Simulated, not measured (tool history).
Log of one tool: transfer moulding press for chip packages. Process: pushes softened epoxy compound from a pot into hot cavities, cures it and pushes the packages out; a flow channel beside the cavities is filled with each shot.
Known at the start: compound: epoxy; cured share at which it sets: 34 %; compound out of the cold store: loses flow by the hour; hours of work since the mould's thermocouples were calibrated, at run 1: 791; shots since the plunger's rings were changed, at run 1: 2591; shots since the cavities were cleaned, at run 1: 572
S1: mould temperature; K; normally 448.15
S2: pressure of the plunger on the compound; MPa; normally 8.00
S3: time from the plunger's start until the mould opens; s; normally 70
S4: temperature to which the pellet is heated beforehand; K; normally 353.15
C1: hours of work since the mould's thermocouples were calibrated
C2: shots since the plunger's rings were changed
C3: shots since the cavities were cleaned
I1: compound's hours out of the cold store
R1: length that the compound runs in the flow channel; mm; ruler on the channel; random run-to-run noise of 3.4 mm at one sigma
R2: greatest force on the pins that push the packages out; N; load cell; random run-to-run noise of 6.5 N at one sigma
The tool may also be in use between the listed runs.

| run | hour | S1 | S2 | S3 | S4 | C1 | C2 | C3 | I1 | R1 | R2 |
|---|---|---|---|---|---|---|---|---|---|---|---|
| 1 | 0.0 | 448.15 | 8.00 | 70 | 353.15 | 791 | 2591 | 572 | 29.7 | 927 | 272 |
|  | 7.7 | cavities cleaned with cleaning compound and waxed |
|  | 31.5 | plunger's sealing rings changed |
| 2 | 42.3 | 448.15 | 8.00 | 70 | 353.15 | 817 | 161 | 476 | 10.2 | 1017 | 275 |
|  | 54.5 | cavities cleaned with cleaning compound and waxed |
| 3 | 81.5 | 448.15 | 8.00 | 70 | 353.15 | 843 | 718 | 399 | 29.5 | 923 | 264 |
|  | 98.3 | cavities cleaned with cleaning compound and waxed |
|  | 113.8 | mould's thermocouples calibrated |
| 4 | 126.0 | 448.15 | 8.00 | 70 | 353.15 | 8 | 1326 | 381 | 21.1 | 962 | 274 |
|  | 145.4 | cavities cleaned with cleaning compound and waxed |
| 5 | 164.2 | 448.15 | 8.00 | 70 | 353.15 | 33 | 1868 | 278 | 13.8 | 996 | 273 |
| 6 | 186.1 | 448.15 | 8.00 | 70 | 353.15 | 48 | 2194 | 604 | 24.4 | 953 | 261 |
|  | 191.1 | cavities cleaned with cleaning compound and waxed |
| 7 | 210.7 | 442.15 | 6.12 | 53 | 353.15 | 63 | 2535 | 290 | 31.4 | 815 | 722 |

Run 8 has not been measured yet. What should we expect?
|  | 238.5 | cavities cleaned with cleaning compound and waxed |
|  | 243.9 | plunger's sealing rings changed |
| 8 | 259.4 | 442.15 | 6.12 | 53 | 353.15 | 94 | 230 | 273 | 9.7 | ? | ? |

R1: 899 mm
R2: 770 N
The same run, on a tool lacking any hidden state, would have yielded R1 899 mm, R2 764 N.
